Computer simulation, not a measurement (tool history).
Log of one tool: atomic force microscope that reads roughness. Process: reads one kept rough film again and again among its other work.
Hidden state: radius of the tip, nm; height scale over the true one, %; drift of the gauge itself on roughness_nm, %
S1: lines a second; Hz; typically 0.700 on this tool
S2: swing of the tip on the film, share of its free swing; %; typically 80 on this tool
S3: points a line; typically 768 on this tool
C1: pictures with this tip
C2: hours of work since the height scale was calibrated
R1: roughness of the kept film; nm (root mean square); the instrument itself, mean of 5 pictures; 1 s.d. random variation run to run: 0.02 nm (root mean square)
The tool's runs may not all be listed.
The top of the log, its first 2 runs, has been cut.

run	day	S1	S2	S3	C1	C2	R1
3	1.758	0.700	80	768	120	547	4.845
4	3.262	0.700	82	768	194	576	4.830
5	4.812	0.700	80	854	270	605	4.891
# day 5.596: new tip fitted
6	5.975	0.861	80	854	18	627	4.839
7	6.771	0.861	80	854	58	642	4.843
8	7.579	0.861	80	854	97	657	4.810
9	8.504	0.700	80	768	143	674	4.844
10	9.938	0.700	80	768	214	702	4.897
11	10.717	0.700	80	768	252	716	4.853
# day 11.912: new tip fitted
12	11.912	0.700	60	768	0	738	5.074
13	12.779	0.700	80	885	43	755	4.896
14	13.562	2.750	80	768	81	770	4.274
15	14.800	2.750	80	768	142	793	4.286
16	16.267	0.700	80	782	214	821	4.872
17	17.217	0.700	72	768	261	839	4.955
# day 18.208: new tip fitted
18	18.629	0.700	72	768	21	865	4.977
19	20.225	0.700	80	768	100	895	4.913
20	21.096	0.700	80	768	142	912	4.893
21	22.108	0.700	80	768	192	931	4.879
22	23.229	3.611	80	693	248	952	4.108
# day 24.508: new tip fitted
23	24.508	1.124	73	271	0	976	4.814
24	25.675	1.321	62	572	57	998	4.942
25	27.254	1.321	59	572	135	1028	4.979
26	28.821	2.045	76	896	212	1057	4.598

Predict the results of run 27:
27	29.800	2.632	76	657	260	1076	?

R1: 4.453 nm (root mean square)
The same run, on a tool lacking any hidden state, would have yielded R1 4.467 nm (root mean square).
